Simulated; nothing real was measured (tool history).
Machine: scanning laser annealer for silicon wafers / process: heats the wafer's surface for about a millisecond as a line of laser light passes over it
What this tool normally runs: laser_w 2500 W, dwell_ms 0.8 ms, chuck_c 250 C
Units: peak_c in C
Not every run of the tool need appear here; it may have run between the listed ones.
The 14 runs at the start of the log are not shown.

run,day,laser_w,dwell_ms,chuck_c,hours of work since the window was cleaned,hours of work since the power meter was calibrated,hours of work since the optics were aligned,peak_c
15,34.454,2500,0.8,250,221,1183,697,983
16,37.571,2500,0.8,227,271,1232,746,957
17,40.529,2500,0.8,227,318,1280,793,955
18,43.496,2500,0.8,216,365,1327,841,940
19,46.867,2500,0.8,250,419,1380,894,973
20,49.692,2500,0.8,250,464,1425,939,970
21,51.471,2500,0.8,243,492,1454,968,961
22,53.3,2329,0.64,250,521,1483,997,842
23,55.571,2329,0.64,250,558,1519,1033,842
# day 57.246: optics aligned, line set to its width
24,58.138,2460,0.8,237,595,1557,14,955
25,61.492,2500,0.665,286,648,1610,68,952
# day 63.7: window over the wafer cleaned
26,63.7,2293,0.685,250,0,1644,101,882
27,65.871,2293,0.737,250,35,1678,136,904
28,67.546,2223,0.907,272,61,1705,163,974

What does the tool deliver on the next run?
29,69.742,2223,0.907,272,96,1740,198,?

Logged for run 29: peak_c 972 C.
With the hidden condition absent and the run-to-run variation left alone, this run would have shown peak_c 988 C.
